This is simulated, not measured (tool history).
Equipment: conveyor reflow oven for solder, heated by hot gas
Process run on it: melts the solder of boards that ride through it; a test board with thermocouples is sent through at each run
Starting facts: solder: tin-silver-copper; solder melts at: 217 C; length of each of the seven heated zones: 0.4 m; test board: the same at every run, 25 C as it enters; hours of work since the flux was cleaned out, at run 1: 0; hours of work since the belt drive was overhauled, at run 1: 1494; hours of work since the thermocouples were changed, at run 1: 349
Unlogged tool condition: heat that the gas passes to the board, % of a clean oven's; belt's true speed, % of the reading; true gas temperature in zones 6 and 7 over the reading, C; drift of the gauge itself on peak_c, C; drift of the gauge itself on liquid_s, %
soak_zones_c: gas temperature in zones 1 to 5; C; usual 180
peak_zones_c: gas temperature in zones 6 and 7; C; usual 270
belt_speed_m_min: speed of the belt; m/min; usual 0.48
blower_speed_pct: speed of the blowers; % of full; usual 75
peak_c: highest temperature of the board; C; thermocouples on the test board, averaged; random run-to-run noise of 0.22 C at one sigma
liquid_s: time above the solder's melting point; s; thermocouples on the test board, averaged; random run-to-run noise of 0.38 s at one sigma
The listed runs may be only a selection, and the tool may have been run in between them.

run	hour	soak_zones_c	peak_zones_c	belt_speed_m_min	blower_speed_pct	hours of work since the flux was cleaned out	hours of work since the belt drive was overhauled	hours of work since the thermocouples were changed	peak_c	liquid_s
1	0	180	270	0.48	75	0	1494	349	261.6	90
2	70.1	180	270	0.48	75	55	1549	404	261.1	90.2
3	139.6	180	270	0.48	75	110	1603	458	260.8	89.6
4	176.3	180	270	0.48	75	139	1632	487	260.5	89.2
5	247	180	270	0.48	75	194	1688	543	260.6	89.1
# hour 308.1: belt drive overhauled, speed set with a stopwatch
6	335.6	180	270	0.48	58	261	22	609	255.9	80.6
7	374	180	270	0.48	58	291	52	639	255.8	80.6
# hour 411.9: flux residue cleaned out of gas plates and filters
8	443.8	180	270	0.48	58	25	103	690	257.4	83.2
9	507.4	180	270	0.48	58	75	153	740	257.3	82.7
10	567.9	180	270	0.48	75	123	200	788	260.3	85.7
11	633.1	180	282	0.48	75	174	252	839	271.3	93
12	711.6	180	282	0.48	75	236	313	901	271.3	92
# hour 733: thermocouples of zones 6 and 7 changed
13	752.5	180	282	0.48	75	266	344	15	269.4	91.8
# hour 820.7: flux residue cleaned out of gas plates and filters
14	844.5	180	282	0.48	75	19	412	84	271.2	93.2
15	926.6	180	269	0.48	75	83	477	148	258.8	86.3
16	988.3	180	269	0.48	75	132	525	197	258.6	85.6
17	1072.9	176	270	0.412	75	198	592	263	262.2	101.6
18	1133.6	176	270	0.412	75	246	639	311	262	101.5
19	1196	170	270	0.412	76	295	688	360	261.4	98.2
# hour 1228.9: flux residue cleaned out of gas plates and filters
20	1283.1	180	270	0.48	53	43	753	425	256	83.9
21	1325.3	180	270	0.426	75	76	786	458	263.2	102
22	1392.8	180	270	0.415	75	129	839	511	263.2	105.1
23	1457.1	190	283	0.48	50	179	890	561	267.6	97.2
24	1511.6	190	283	0.48	50	222	933	604	267.9	97.4
25	1588.1	182	266	0.48	50	282	993	664	251	78.4
# hour 1629.8: flux residue cleaned out of gas plates and filters
26	1667.7	182	261	0.491	81	30	1051	723	253.4	81.9
27	1731.4	182	261	0.427	81	80	1101	773	255.9	98.7
28	1778.7	188	270	0.523	69	117	1139	810	258.8	82.7
29	1866.1	187	276	0.48	86	186	1207	879	268.7	96.6

The logged runs with the hidden state left out (each run's random variation unchanged):
run	peak_c	liquid_s
1	260.3	85.7
2	260.1	86.1
3	260.1	85.6
4	260	85.4
5	260.3	85.5
6	257.1	82.1
7	257.1	82.3
8	256.7	82.5
9	256.9	82.3
10	260.1	85.5
11	271.5	92.7
12	271.9	91.8
13	271.6	92.4
14	271.5	92.5
15	259.4	85.9
16	259.5	85.5
17	263.2	101.4
18	263.3	101.5
19	263.1	98.7
20	255.5	82
21	262.9	100.1
22	263.2	103.2
23	267.6	95.2
24	268.2	95.5
25	251.5	77.6
26	252.6	79.1
27	255.3	95.7
28	258.3	80.3
29	268.7	93.9
